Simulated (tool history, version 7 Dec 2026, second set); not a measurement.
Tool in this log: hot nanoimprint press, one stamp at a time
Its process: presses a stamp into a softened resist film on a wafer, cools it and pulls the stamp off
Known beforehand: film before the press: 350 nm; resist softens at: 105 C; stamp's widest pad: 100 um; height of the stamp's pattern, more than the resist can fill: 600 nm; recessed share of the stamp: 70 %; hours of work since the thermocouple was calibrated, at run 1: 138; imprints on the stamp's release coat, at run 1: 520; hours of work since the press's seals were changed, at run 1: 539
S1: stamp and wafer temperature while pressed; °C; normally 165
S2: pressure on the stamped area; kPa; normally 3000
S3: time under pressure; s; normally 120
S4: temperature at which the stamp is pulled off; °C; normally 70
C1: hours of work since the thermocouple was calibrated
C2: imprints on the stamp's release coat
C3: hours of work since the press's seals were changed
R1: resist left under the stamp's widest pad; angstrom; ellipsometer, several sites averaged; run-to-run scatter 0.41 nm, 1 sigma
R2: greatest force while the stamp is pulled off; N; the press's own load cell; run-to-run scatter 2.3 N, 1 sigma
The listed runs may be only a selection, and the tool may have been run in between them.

Run 1, day 0: usual settings; C1 138; C2 520; C3 539. Result: R1 1444 angstrom, R2 131 N.
Run 2, day 1.892: usual settings; C1 160; C2 602; C3 561. Result: R1 1445 angstrom, R2 135 N.
Run 3, day 4.679: usual settings; C1 192; C2 722; C3 593. Result: R1 1441 angstrom, R2 143 N.
Run 4, day 8.162: usual settings but S4 64 °C; C1 232; C2 873; C3 633. Result: R1 1432 angstrom, R2 177 N.
At day 9.933: stamp cleaned and given a new release coat.
Run 5, day 11.158: usual settings but S4 64 °C; C1 264; C2 53; C3 665. Result: R1 1440 angstrom, R2 124 N.
Run 6, day 12.846: usual settings but S4 64 °C; C1 283; C2 126; C3 684. Result: R1 1434 angstrom, R2 130 N.
Run 7, day 15.362: usual settings; C1 312; C2 235; C3 713. Result: R1 1432 angstrom, R2 115 N.
Run 8, day 17.579: usual settings but S2 1870 kPa; C1 338; C2 331; C3 739. Result: R1 1831 angstrom, R2 117 N.
Run 9, day 19.921: usual settings but S2 1870 kPa; C1 365; C2 433; C3 766. Result: R1 1814 angstrom, R2 123 N.
Run 10, day 22.625: usual settings; C1 396; C2 550; C3 797. Result: R1 1415 angstrom, R2 133 N.
At day 23.046: plate thermocouple calibrated.
Run 11, day 26.458: usual settings; C1 39; C2 710; C3 840. Result: R1 1415 angstrom, R2 134 N.
Run 12, day 29.412: usual settings; C1 73; C2 838; C3 874. Result: R1 1413 angstrom, R2 145 N.
At day 31.967: stamp cleaned and given a new release coat.
At day 32.3: press's hydraulic seals changed and the load cell set to zero.
Run 13, day 33.425: usual settings; C1 113; C2 49; C3 13. Result: R1 1374 angstrom, R2 105 N.
Run 14, day 35.162: usual settings but S4 73 °C; C1 133; C2 124; C3 33. Result: R1 1368 angstrom, R2 97 N.
Run 15, day 37.712: usual settings; C1 162; C2 235; C3 62. Result: R1 1367 angstrom, R2 116 N.
Run 16, day 40.317: usual settings but S1 164 °C, S3 173 s; C1 192; C2 348; C3 92. Result: R1 1253 angstrom, R2 120 N.
At day 40.592: plate thermocouple calibrated, once more.
Run 17, day 43.812: usual settings but S1 164 °C, S3 173 s; C1 37; C2 494; C3 131. Result: R1 1305 angstrom, R2 130 N.
Run 18, day 46.008: usual settings but S1 164 °C, S3 173 s; C1 62; C2 589; C3 157. Result: R1 1304 angstrom, R2 131 N.
Run 19, day 48.542: usual settings but S1 163 °C, S2 1920 kPa, S4 58 °C; C1 92; C2 699; C3 186. Result: R1 1930 angstrom, R2 182 N.
Run 20, day 51.146: usual settings but S1 163 °C, S2 1920 kPa, S4 58 °C; C1 122; C2 811; C3 216. Result: R1 1936 angstrom, R2 197 N.
At day 54.171: stamp cleaned and given a new release coat.
Run 21, day 54.171: usual settings but S2 3610 kPa, S4 62 °C; C1 154; C2 0; C3 248. Result: R1 1278 angstrom, R2 128 N.
Run 22, day 56.462: usual settings but S2 2710 kPa, S4 62 °C; C1 180; C2 99; C3 274. Result: R1 1496 angstrom, R2 141 N.
Run 23, day 58.45: usual settings but S2 2710 kPa, S4 62 °C; C1 203; C2 185; C3 297. Result: R1 1496 angstrom, R2 136 N.
Run 24, day 60.879: usual settings but S2 3430 kPa, S3 186 s; C1 231; C2 290; C3 325. Result: R1 1117 angstrom, R2 119 N.
Run 25, day 63.938: usual settings but S1 163 °C, S2 1860 kPa, S3 60 s, S4 60 °C; C1 266; C2 423; C3 360. Result: R1 2358 angstrom, R2 161 N.
Run 26, day 66.612: usual settings but S1 163 °C, S2 1860 kPa, S3 60 s, S4 60 °C; C1 297; C2 538; C3 391. Result: R1 2356 angstrom, R2 165 N.
Run 27, day 69.779: usual settings but S2 3360 kPa, S3 105 s; C1 333; C2 676; C3 428. Result: R1 1379 angstrom, R2 139 N.
Run 28, day 73.358: usual settings but S1 163 °C, S2 1910 kPa, S3 148 s, S4 76 °C; C1 375; C2 831; C3 469. Result: R1 1792 angstrom, R2 121 N.
At day 75.975: stamp cleaned and given a new release coat.
Run 29, day 76.108: usual settings but S1 163 °C, S2 1910 kPa, S3 148 s, S4 76 °C; C1 404; C2 6; C3 498. Result: R1 1791 angstrom, R2 86 N.

Branching from run 29: 4 alternative next runs. What would each branch give?
Run A, day 77.888: usual settings but S1 155 °C, S2 2100 kPa, S3 93 s, S4 76 °C; C1 424; C2 83; C3 518. Result: R1 ?, R2 ?.
Run B, day 77.888: usual settings but S3 133 s; C1 424; C2 83; C3 518. Result: R1 ?, R2 ?.
Run C, day 77.888: usual settings but S1 167 °C, S2 1910 kPa, S3 148 s, S4 76 °C; C1 424; C2 83; C3 518. Result: R1 ?, R2 ?.
Run D, day 77.888: usual settings but S2 3860 kPa, S4 72 °C; C1 424; C2 83; C3 518. Result: R1 ?, R2 ?.

run    R1   R2
  A  2584   91
  B  1349  106
  C  1545   87
  D  1212   99
With the hidden condition removed and each run's random variation left untouched, the same runs would have given:
run    R1   R2
  A  2629   90
  B  1375  105
  C  1580   86
  D  1230   98
